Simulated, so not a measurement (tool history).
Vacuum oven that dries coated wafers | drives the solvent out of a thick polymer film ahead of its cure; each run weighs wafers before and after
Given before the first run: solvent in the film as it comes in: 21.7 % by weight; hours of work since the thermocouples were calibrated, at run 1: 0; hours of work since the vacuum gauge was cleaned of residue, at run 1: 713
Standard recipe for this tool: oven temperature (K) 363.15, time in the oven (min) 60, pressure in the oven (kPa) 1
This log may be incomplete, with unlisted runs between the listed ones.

run,hour,oven temperature (K),time in the oven (min),pressure in the oven (kPa),hours of work since the thermocouples were calibrated,hours of work since the vacuum gauge was cleaned of residue,solvent left in the film (%)
1,0,363.15,60,1,0,713,3.18
2,33.7,363.15,60,1.4,26,739,3.68
3,70.5,363.15,60,2.95,54,767,5.92
4,105.4,363.15,56,1,80,793,3.48
5,160.3,363.15,56,1,122,835,3.33
6,206.6,363.15,74,1,157,870,2.69
7,238.7,363.15,74,1,181,894,2.74
8,295.7,363.15,74,1,224,938,2.74
9,338.2,363.15,74,1,257,970,2.83
10,373.9,363.15,74,1,284,997,2.8
11,430.4,363.15,74,1,327,1040,2.71
12,473.3,363.15,74,1,359,1072,2.73
# hour 481: oven's thermocouples calibrated
13,529.9,363.15,74,0.51,37,1114,2.02
14,566.7,363.15,74,0.51,65,1142,2.07
15,597.3,363.15,58,1,88,1165,3.33
16,626.1,353.15,58,1,110,1187,6.3
17,681.4,363.15,60,0.68,152,1229,2.93
18,738,363.15,60,0.68,195,1272,2.84
# hour 765.8: oven's thermocouples calibrated, once more
19,792.5,363.15,31,0.51,20,1312,5.87
20,827.4,350.15,53,2.5,47,1338,11.29
21,863.9,358.15,79,1,75,1366,3.84
22,895.6,351.15,105,1.02,99,1390,4.96
23,940.8,366.15,87,0.93,133,1424,2.31
24,984.4,363.15,60,1.68,166,1457,4.61
25,1038.1,363.15,60,1.68,207,1498,4.69
# hour 1090.2: vacuum gauge cleaned of residue and calibrated
26,1099,376.15,67,1.12,252,7,1.21
27,1131.2,376.15,67,1.12,276,31,1.12
28,1188.9,367.15,37,1.12,320,75,3.63

Alternative continuations, all from the tool just after run 28; predict every row:
A,1246.2,360.15,60,1.42,364,118,?
B,1246.2,351.15,37,0.56,364,118,?
C,1246.2,364.15,32,1.3,364,118,?
D,1246.2,367.15,37,0.53,364,118,?

run,solvent left in the film (%)
A,4.07
B,7.9
C,5.53
D,2.89
Had the tool no hidden state, the same runs would have come out as:
run,solvent left in the film (%)
A,4.17
B,8.06
C,5.69
D,3

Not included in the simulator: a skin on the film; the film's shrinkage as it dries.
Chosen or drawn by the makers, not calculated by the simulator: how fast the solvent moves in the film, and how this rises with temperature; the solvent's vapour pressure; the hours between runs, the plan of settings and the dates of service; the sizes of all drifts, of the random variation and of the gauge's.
